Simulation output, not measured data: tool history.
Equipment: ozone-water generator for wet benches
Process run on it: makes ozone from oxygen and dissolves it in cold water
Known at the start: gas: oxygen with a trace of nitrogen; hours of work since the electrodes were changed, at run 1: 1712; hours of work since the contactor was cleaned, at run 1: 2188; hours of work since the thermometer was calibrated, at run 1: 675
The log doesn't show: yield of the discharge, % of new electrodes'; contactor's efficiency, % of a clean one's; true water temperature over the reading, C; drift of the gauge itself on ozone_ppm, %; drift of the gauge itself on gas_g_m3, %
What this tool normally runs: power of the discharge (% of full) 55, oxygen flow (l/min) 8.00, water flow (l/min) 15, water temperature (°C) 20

run,hour,power of the discharge (% of full),oxygen flow (l/min),water flow (l/min),water temperature (°C),hours of work since the electrodes were changed,hours of work since the contactor was cleaned,hours of work since the thermometer was calibrated,dissolved ozone (ppm),ozone in the gas ahead of the water (g/m3)
1,0.0,55,8.00,15,20,1712,2188,675,25.6,208.7
2,77.1,55,9.48,15,20,1758,2234,722,24.9,190.9
3,149.4,55,8.00,15,20,1802,2278,765,25.6,209.1
4,217.2,55,8.00,15,20,1842,2319,806,25.8,207.0
5,301.0,55,8.00,15,20,1893,2369,857,25.8,208.9
6,375.0,55,8.00,15,20,1937,2414,901,25.3,208.6
7,461.8,55,8.00,15,20,1990,2466,953,25.5,206.8
8,526.3,55,8.00,15,20,2028,2505,992,25.6,207.3
9,603.1,55,8.00,15,20,2075,2551,1038,25.8,206.1
10,704.8,55,8.00,15,20,2136,2612,1100,25.5,206.1
11,784.3,55,8.00,15,20,2184,2660,1147,25.6,206.3
12,829.2,89,5.08,12,25,2211,2687,1174,37.5,342.1
13,881.6,82,5.25,13,13,2242,2718,1206,42.2,320.2
14,969.5,82,5.25,13,13,2295,2771,1259,41.8,319.6
15,1031.5,90,12.97,15,20,2332,2809,1296,30.8,212.8
16,1134.9,55,12.97,16,22,2395,2871,1358,21.1,161.4
17,1183.0,90,8.00,22,24,2423,2900,1387,24.6,273.6
18,1244.8,77,8.25,14,19,2461,2937,1424,32.5,245.2
19,1323.1,77,8.25,14,19,2508,2984,1472,32.9,245.2

4 ways to go on from here, each from the tool as it stands after run 19. What would each give?
A,1409.4,55,10.22,15,17,2560,3036,1523,?,?
B,1409.4,63,8.00,15,20,2560,3036,1523,?,?
C,1409.4,49,8.00,15,20,2560,3036,1523,?,?
D,1409.4,55,8.00,23,20,2560,3036,1523,?,?

run,dissolved ozone (ppm),ozone in the gas ahead of the water (g/m3)
A,26.1,180.4
B,27.7,220.2
C,23.6,193.7
D,19.2,205.1
Without the tool's unlogged condition, the same runs would have read:
run,dissolved ozone (ppm),ozone in the gas ahead of the water (g/m3)
A,26.1,184.3
B,27.8,225.1
C,23.6,197.9
D,19.2,209.6
